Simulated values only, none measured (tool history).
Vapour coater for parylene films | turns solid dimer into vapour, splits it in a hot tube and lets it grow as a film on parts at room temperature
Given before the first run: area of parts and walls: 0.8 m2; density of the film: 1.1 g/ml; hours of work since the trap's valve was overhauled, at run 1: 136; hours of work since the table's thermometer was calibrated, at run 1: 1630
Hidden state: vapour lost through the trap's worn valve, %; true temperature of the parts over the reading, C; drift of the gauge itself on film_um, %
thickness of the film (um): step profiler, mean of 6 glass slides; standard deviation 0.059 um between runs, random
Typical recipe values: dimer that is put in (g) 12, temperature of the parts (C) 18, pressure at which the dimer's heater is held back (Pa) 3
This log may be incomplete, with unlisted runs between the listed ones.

run    hour  dimer that is put in (g)  temperature of the parts (C)  pressure at which the dimer's heater is held back (Pa)  hours of work since the trap's valve was overhauled  hours of work since the table's thermometer was calibrated  thickness of the film (um)
  1       0                        12                            18                                                       3                                                  136                                                        1630                        6.77
  2    75.9                         8                            18                                                       3                                                  191                                                        1685                        4.43
       84.1  -- table's thermometer calibrated
  3   149.2                        12                            18                                                       3                                                  244                                                          47                        6.32
  4   199.2                        12                            18                                                    2.62                                                  280                                                          84                        6.28
  5   268.9                        12                            18                                                    2.62                                                  331                                                         134                        6.14
  6   320.9                        12                            18                                                    2.62                                                  368                                                         172                        6.03
  7   361.3                        12                            18                                                    2.43                                                  398                                                         201                        6.17
      394.9  -- trap's valve overhauled
  8     413                        12                            18                                                    3.93                                                   13                                                         236                        6.75
  9   477.1                        12                            18                                                    3.93                                                   60                                                         282                        6.65
 10   543.2                        12                            18                                                    3.93                                                  108                                                         331                        6.65
 11   604.4                        12                            18                                                   10.48                                                  152                                                         375                        6.07
 12   656.8                        11                            30                                                    3.08                                                  190                                                         413                        4.51
 13   733.7                        11                            30                                                    3.08                                                  246                                                         469                         4.4
 14   771.3                         6                            30                                                    2.31                                                  273                                                         496                        2.41
 15   830.9                         6                            30                                                   11.83                                                  317                                                         539                        2.13
 16   867.8                         5                            18                                                       3                                                  343                                                         566                        2.53
 17   925.9                         5                            18                                                       3                                                  386                                                         608                        2.49
        976  -- trap's valve overhauled
 18     984                         5                            18                                                    4.23                                                    6                                                         648                        2.77
 19  1048.6                         8                            14                                                    6.17                                                   53                                                         695                        4.79

Consider 4 possible next runs. They are alternatives, not a sequence: every one starts from the tool as it was left by run 19. What does each give?
  A  1106.1                        19                            13                                                    9.16                                                   95                                                         736                           ?
  B  1106.1                         8                            26                                                    6.17                                                   95                                                         736                           ?
  C  1106.1                        15                            12                                                       3                                                   95                                                         736                           ?
  D  1106.1                        12                            18                                                   10.51                                                   95                                                         736                           ?

run  thickness of the film (um)
  A                       11.28
  B                        3.56
  C                        9.71
  D                         6.4
Stripped of hidden state, with their random variation kept, the same runs would have yielded:
run  thickness of the film (um)
  A                       11.62
  B                        3.67
  C                          10
  D                        6.59

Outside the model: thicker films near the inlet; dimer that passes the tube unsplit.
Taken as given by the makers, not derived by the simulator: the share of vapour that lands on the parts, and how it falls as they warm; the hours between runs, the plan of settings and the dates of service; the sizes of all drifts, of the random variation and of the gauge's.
